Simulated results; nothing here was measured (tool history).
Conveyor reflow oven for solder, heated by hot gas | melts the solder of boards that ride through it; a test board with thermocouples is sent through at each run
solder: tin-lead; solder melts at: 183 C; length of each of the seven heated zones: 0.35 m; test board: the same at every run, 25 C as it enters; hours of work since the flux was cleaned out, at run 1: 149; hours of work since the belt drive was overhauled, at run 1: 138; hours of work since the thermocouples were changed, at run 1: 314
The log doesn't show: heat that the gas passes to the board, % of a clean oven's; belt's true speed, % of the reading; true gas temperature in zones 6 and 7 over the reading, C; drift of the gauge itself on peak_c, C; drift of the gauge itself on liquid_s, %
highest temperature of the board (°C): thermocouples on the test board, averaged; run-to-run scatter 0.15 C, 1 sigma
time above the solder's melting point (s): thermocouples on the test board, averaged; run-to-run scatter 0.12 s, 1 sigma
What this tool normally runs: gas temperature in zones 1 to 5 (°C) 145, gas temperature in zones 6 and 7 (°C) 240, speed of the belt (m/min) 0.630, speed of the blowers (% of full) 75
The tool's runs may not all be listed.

| run | day | gas temperature in zones 1 to 5 (°C) | gas temperature in zones 6 and 7 (°C) | speed of the belt (m/min) | speed of the blowers (% of full) | hours of work since the flux was cleaned out | hours of work since the belt drive was overhauled | hours of work since the thermocouples were changed | highest temperature of the board (°C) | time above the solder's melting point (s) |
|---|---|---|---|---|---|---|---|---|---|---|
| 1 | 0.000 | 145 | 240 | 0.630 | 75 | 149 | 138 | 314 | 223.2 | 55.4 |
| 2 | 0.433 | 145 | 240 | 0.630 | 75 | 157 | 146 | 322 | 222.8 | 55.4 |
| 3 | 0.658 | 145 | 240 | 0.630 | 75 | 161 | 150 | 326 | 223.2 | 55.4 |
| 4 | 0.883 | 145 | 240 | 0.626 | 75 | 166 | 155 | 330 | 223.0 | 55.9 |
| 5 | 1.167 | 145 | 240 | 0.626 | 75 | 171 | 160 | 335 | 222.9 | 55.9 |
| 6 | 1.600 | 145 | 240 | 0.626 | 75 | 179 | 168 | 344 | 223.2 | 56.0 |
|  | 1.829 | flux residue cleaned out of gas plates and filters |
| 7 | 2.025 | 145 | 240 | 0.626 | 75 | 4 | 172 | 347 | 222.8 | 55.5 |
| 8 | 2.358 | 145 | 248 | 0.630 | 75 | 10 | 178 | 354 | 229.4 | 58.8 |
| 9 | 2.567 | 145 | 248 | 0.630 | 75 | 14 | 182 | 357 | 229.0 | 58.8 |
| 10 | 2.979 | 145 | 248 | 0.630 | 75 | 21 | 189 | 365 | 229.1 | 58.7 |
| 11 | 3.338 | 145 | 248 | 0.634 | 75 | 28 | 196 | 372 | 229.2 | 58.4 |
| 12 | 3.662 | 133 | 240 | 0.647 | 71 | 34 | 202 | 378 | 218.0 | 47.0 |
| 13 | 3.967 | 133 | 240 | 0.647 | 64 | 39 | 208 | 383 | 215.2 | 44.7 |
|  | 4.546 | flux residue cleaned out of gas plates and filters, once more |
| 14 | 4.546 | 133 | 240 | 0.647 | 64 | 0 | 214 | 390 | 216.9 | 45.9 |
| 15 | 4.750 | 145 | 229 | 0.690 | 75 | 4 | 218 | 394 | 212.0 | 43.6 |
| 16 | 5.050 | 145 | 229 | 0.690 | 70 | 9 | 224 | 399 | 210.3 | 42.0 |
| 17 | 5.238 | 145 | 237 | 0.690 | 66 | 13 | 227 | 403 | 215.3 | 45.4 |
| 18 | 5.429 | 145 | 251 | 0.690 | 75 | 16 | 231 | 406 | 230.2 | 53.7 |
| 19 | 5.767 | 145 | 251 | 0.690 | 75 | 22 | 237 | 413 | 230.3 | 54.3 |
| 20 | 6.188 | 145 | 251 | 0.690 | 75 | 30 | 245 | 420 | 230.1 | 53.9 |
| 21 | 6.471 | 145 | 240 | 0.672 | 52 | 35 | 250 | 425 | 212.2 | 43.7 |

What if the next run were any one of these 3? Each begins from the tool's condition after run 21:
| A | 6.771 | 155 | 246 | 0.630 | 51 | 41 | 255 | 431 | ? | ? |
| B | 6.771 | 142 | 240 | 0.589 | 63 | 41 | 255 | 431 | ? | ? |
| C | 6.771 | 147 | 251 | 0.520 | 75 | 41 | 255 | 431 | ? | ? |

| run | highest temperature of the board (°C) | time above the solder's melting point (s) |
|---|---|---|
| A | 221.8 | 57.8 |
| B | 221.7 | 57.4 |
| C | 239.8 | 77.1 |
Take away the tool's hidden state, keep each run's random variation, and the runs would have read:
| run | highest temperature of the board (°C) | time above the solder's melting point (s) |
|---|---|---|
| A | 221.2 | 57.3 |
| B | 221.1 | 56.9 |
| C | 239.1 | 76.6 |

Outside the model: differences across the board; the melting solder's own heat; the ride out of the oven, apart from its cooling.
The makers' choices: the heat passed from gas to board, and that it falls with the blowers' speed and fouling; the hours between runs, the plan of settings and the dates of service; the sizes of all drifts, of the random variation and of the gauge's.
